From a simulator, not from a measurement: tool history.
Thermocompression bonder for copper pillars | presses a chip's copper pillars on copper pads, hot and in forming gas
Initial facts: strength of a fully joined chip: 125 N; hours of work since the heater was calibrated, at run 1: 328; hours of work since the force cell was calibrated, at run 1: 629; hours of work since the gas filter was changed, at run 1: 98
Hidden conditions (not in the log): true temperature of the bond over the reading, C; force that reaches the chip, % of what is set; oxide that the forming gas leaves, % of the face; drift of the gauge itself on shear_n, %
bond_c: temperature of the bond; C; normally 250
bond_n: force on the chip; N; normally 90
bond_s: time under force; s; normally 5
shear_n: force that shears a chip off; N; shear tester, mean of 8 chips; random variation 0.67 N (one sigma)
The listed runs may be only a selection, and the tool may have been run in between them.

| run | hour | bond_c | bond_n | bond_s | hours of work since the heater was calibrated | hours of work since the force cell was calibrated | hours of work since the gas filter was changed | shear_n |
|---|---|---|---|---|---|---|---|---|
| 1 | 0.0 | 250 | 90 | 5 | 328 | 629 | 98 | 53.4 |
| 2 | 20.6 | 250 | 90 | 5 | 336 | 638 | 107 | 53.1 |
| 3 | 37.3 | 250 | 90 | 5 | 343 | 645 | 114 | 52.3 |
|  | 54.1 | forming gas filter changed |
| 4 | 64.2 | 250 | 90 | 5 | 355 | 656 | 4 | 55.6 |
| 5 | 87.2 | 250 | 90 | 5 | 364 | 665 | 14 | 55.4 |
| 6 | 100.8 | 250 | 90 | 5 | 370 | 671 | 20 | 55.7 |
| 7 | 121.0 | 245 | 90 | 5 | 378 | 680 | 28 | 52.6 |
| 8 | 144.5 | 245 | 79 | 5 | 388 | 689 | 38 | 45.6 |
| 9 | 161.2 | 250 | 96 | 4 | 395 | 697 | 45 | 52.6 |

What will run 10 give?
| 10 | 190.2 | 264 | 124 | 5 | 408 | 709 | 57 | ? |

Run 10 came out at shear_n 77.5 N.
The same run, on a tool lacking any hidden state, would have yielded shear_n 84.6 N.
